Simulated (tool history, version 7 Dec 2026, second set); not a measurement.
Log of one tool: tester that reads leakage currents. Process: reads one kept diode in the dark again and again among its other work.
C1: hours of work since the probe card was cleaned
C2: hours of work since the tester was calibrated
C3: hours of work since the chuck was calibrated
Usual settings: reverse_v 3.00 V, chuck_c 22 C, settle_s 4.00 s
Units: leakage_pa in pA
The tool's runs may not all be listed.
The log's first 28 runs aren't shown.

run 29 hour=2501.1 | reverse_v=3.81 chuck_c=29 settle_s=0.51 | C1=1421 C2=1035 C3=1122 | leakage_pa=98.63
run 30 hour=2595.0 | reverse_v=8.55 chuck_c=25 settle_s=0.75 | C1=1460 C2=1074 C3=1161 | leakage_pa=104.14
-- hour=2623.1 chuck's temperature calibrated
run 31 hour=2690.6 | reverse_v=3.00 chuck_c=42 settle_s=2.77 | C1=1498 C2=1113 C3=28 | leakage_pa=195.33
run 32 hour=2793.9 | reverse_v=3.00 chuck_c=42 settle_s=2.77 | C1=1541 C2=1155 C3=71 | leakage_pa=196.93
run 33 hour=2881.7 | reverse_v=17.27 chuck_c=58 settle_s=6.47 | C1=1577 C2=1191 C3=107 | leakage_pa=1014.24
run 34 hour=2978.4 | reverse_v=3.00 chuck_c=22 settle_s=1.65 | C1=1617 C2=1231 C3=147 | leakage_pa=50.19
run 35 hour=3073.2 | reverse_v=3.00 chuck_c=22 settle_s=1.65 | C1=1656 C2=1271 C3=186 | leakage_pa=50.58
run 36 hour=3159.7 | reverse_v=16.02 chuck_c=22 settle_s=4.34 | C1=1692 C2=1306 C3=222 | leakage_pa=105.23
run 37 hour=3213.4 | reverse_v=16.02 chuck_c=22 settle_s=4.34 | C1=1714 C2=1329 C3=244 | leakage_pa=105.65
run 38 hour=3288.9 | reverse_v=16.02 chuck_c=22 settle_s=4.34 | C1=1746 C2=1360 C3=275 | leakage_pa=106.36
run 39 hour=3384.6 | reverse_v=2.86 chuck_c=39 settle_s=0.45 | C1=1785 C2=1399 C3=315 | leakage_pa=163.09

5 ways to go on from here, each from the tool as it stands after run 39. What would each give?
run A hour=3447.4 | reverse_v=3.00 chuck_c=26 settle_s=0.59 | C1=1811 C2=1425 C3=341 | leakage_pa=?
run B hour=3447.4 | reverse_v=18.45 chuck_c=38 settle_s=0.76 | C1=1811 C2=1425 C3=341 | leakage_pa=?
run C hour=3447.4 | reverse_v=2.01 chuck_c=23 settle_s=4.14 | C1=1811 C2=1425 C3=341 | leakage_pa=?
run D hour=3447.4 | reverse_v=3.67 chuck_c=47 settle_s=2.95 | C1=1811 C2=1425 C3=341 | leakage_pa=?
run E hour=3447.4 | reverse_v=1.61 chuck_c=59 settle_s=1.29 | C1=1811 C2=1425 C3=341 | leakage_pa=?

run=A leakage_pa=68.58
run=B leakage_pa=310.97
run=C leakage_pa=47.32
run=D leakage_pa=298.05
run=E leakage_pa=471.28
Without the tool's hidden state the same runs would have given:
run=A leakage_pa=63.41
run=B leakage_pa=281.45
run=C leakage_pa=43.80
run=D leakage_pa=289.23
run=E leakage_pa=463.72

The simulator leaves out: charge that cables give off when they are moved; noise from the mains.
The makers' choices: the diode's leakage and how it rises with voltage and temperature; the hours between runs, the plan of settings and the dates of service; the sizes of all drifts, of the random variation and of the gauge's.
